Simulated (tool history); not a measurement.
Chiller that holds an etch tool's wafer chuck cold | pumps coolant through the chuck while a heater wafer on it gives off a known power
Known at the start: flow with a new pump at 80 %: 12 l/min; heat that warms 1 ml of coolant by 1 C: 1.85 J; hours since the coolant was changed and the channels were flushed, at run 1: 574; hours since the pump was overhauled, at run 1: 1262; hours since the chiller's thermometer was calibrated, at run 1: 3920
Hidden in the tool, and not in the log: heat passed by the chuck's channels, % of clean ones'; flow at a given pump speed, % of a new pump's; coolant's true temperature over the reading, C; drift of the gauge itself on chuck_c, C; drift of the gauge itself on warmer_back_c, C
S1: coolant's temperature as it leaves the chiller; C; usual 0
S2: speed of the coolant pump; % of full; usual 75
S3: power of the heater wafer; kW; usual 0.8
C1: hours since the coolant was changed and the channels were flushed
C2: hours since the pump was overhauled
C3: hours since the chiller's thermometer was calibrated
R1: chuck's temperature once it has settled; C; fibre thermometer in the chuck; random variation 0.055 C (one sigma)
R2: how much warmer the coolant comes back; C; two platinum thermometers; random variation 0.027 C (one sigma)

run 1 hour=0 | S1=0 S2=75 S3=0.8 | C1=574 C2=1262 C3=3920 | R1=5.25 R2=2.4
run 2 hour=34.8 | S1=3 S2=75 S3=0.8 | C1=609 C2=1297 C3=3955 | R1=8.17 R2=2.38
run 3 hour=59.2 | S1=0 S2=86 S3=0.8 | C1=633 C2=1322 C3=3979 | R1=4.72 R2=2.06
run 4 hour=101.3 | S1=0 S2=86 S3=0.8 | C1=675 C2=1364 C3=4021 | R1=4.79 R2=2.07
run 5 hour=148.7 | S1=0 S2=86 S3=0.8 | C1=722 C2=1411 C3=4069 | R1=4.71 R2=2.13
run 6 hour=188.3 | S1=0 S2=86 S3=0.8 | C1=762 C2=1451 C3=4108 | R1=4.69 R2=2.07
run 7 hour=224.8 | S1=0 S2=86 S3=0.8 | C1=799 C2=1487 C3=4145 | R1=4.68 R2=2.14
run 8 hour=269.9 | S1=0 S2=86 S3=0.8 | C1=844 C2=1532 C3=4190 | R1=4.67 R2=2.06
run 9 hour=293.3 | S1=0 S2=86 S3=0.8 | C1=867 C2=1556 C3=4213 | R1=4.71 R2=2.07
run 10 hour=319.4 | S1=0 S2=86 S3=0.8 | C1=893 C2=1582 C3=4239 | R1=4.76 R2=2.05
run 11 hour=345.1 | S1=1 S2=75 S3=0.8 | C1=919 C2=1608 C3=4265 | R1=6.27 R2=2.41
run 12 hour=365 | S1=1 S2=75 S3=0.8 | C1=939 C2=1627 C3=4285 | R1=6.12 R2=2.45
-- hour=373 coolant pump overhauled
run 13 hour=397.7 | S1=1 S2=75 S3=0.8 | C1=967 C2=25 C3=4313 | R1=6.21 R2=2.46
run 14 hour=432.1 | S1=1 S2=75 S3=0.8 | C1=1001 C2=59 C3=4347 | R1=6.23 R2=2.43
run 15 hour=451.7 | S1=1 S2=75 S3=0.8 | C1=1020 C2=79 C3=4367 | R1=6.3 R2=2.47
run 16 hour=477.3 | S1=0 S2=75 S3=0.8 | C1=1046 C2=104 C3=4392 | R1=5.28 R2=2.49
run 17 hour=512.2 | S1=2 S2=75 S3=0.8 | C1=1081 C2=139 C3=4427 | R1=7.15 R2=2.48
run 18 hour=551.3 | S1=0 S2=90 S3=0.68 | C1=1120 C2=178 C3=4466 | R1=3.8 R2=1.72
run 19 hour=571.5 | S1=-8 S2=83 S3=0.632 | C1=1140 C2=198 C3=4487 | R1=-4.18 R2=1.71
run 20 hour=604.8 | S1=0 S2=75 S3=0.841 | C1=1174 C2=232 C3=4520 | R1=5.59 R2=2.52
-- hour=632.1 coolant pump overhauled, once more
run 21 hour=646.9 | S1=0 S2=75 S3=0.841 | C1=1211 C2=15 C3=4557 | R1=5.28 R2=2.44
run 22 hour=673 | S1=-10 S2=95 S3=0.618 | C1=1237 C2=41 C3=4583 | R1=-6.87 R2=1.37
run 23 hour=703 | S1=9 S2=73 S3=0.516 | C1=1267 C2=71 C3=4613 | R1=12.16 R2=1.59
run 24 hour=727 | S1=2 S2=73 S3=0.561 | C1=1291 C2=95 C3=4637 | R1=5.54 R2=1.66
run 25 hour=758.4 | S1=2 S2=76 S3=0.415 | C1=1322 C2=126 C3=4668 | R1=4.32 R2=1.23
run 26 hour=779.3 | S1=2 S2=62 S3=0.415 | C1=1343 C2=147 C3=4689 | R1=4.67 R2=1.5
run 27 hour=807 | S1=-6 S2=77 S3=0.415 | C1=1371 C2=175 C3=4717 | R1=-3.75 R2=1.21
run 28 hour=848.1 | S1=-6 S2=77 S3=0.415 | C1=1412 C2=216 C3=4758 | R1=-3.84 R2=1.15
run 29 hour=873 | S1=-6 S2=76 S3=0.534 | C1=1437 C2=241 C3=4783 | R1=-2.85 R2=1.53
run 30 hour=912.9 | S1=-6 S2=76 S3=0.534 | C1=1477 C2=281 C3=4823 | R1=-2.91 R2=1.59
run 31 hour=941.9 | S1=-8 S2=77 S3=0.534 | C1=1506 C2=310 C3=4852 | R1=-4.95 R2=1.5

Forecast each of these 4 alternatives for the next run:
run A hour=971.2 | S1=-7 S2=93 S3=0.642 | C1=1535 C2=339 C3=4881 | R1=? R2=?
run B hour=971.2 | S1=9 S2=79 S3=0.917 | C1=1535 C2=339 C3=4881 | R1=? R2=?
run C hour=971.2 | S1=0 S2=75 S3=0.8 | C1=1535 C2=339 C3=4881 | R1=? R2=?
run D hour=971.2 | S1=9 S2=74 S3=0.548 | C1=1535 C2=339 C3=4881 | R1=? R2=?

run=A R1=-3.69 R2=1.47
run=B R1=14.59 R2=2.52
run=C R1=5.08 R2=2.35
run=D R1=12.18 R2=1.58
Without the tool's hidden state the same runs would have given:
run=A R1=-3.18 R2=1.45
run=B R1=15.04 R2=2.49
run=C R1=5.54 R2=2.33
run=D R1=12.69 R2=1.57
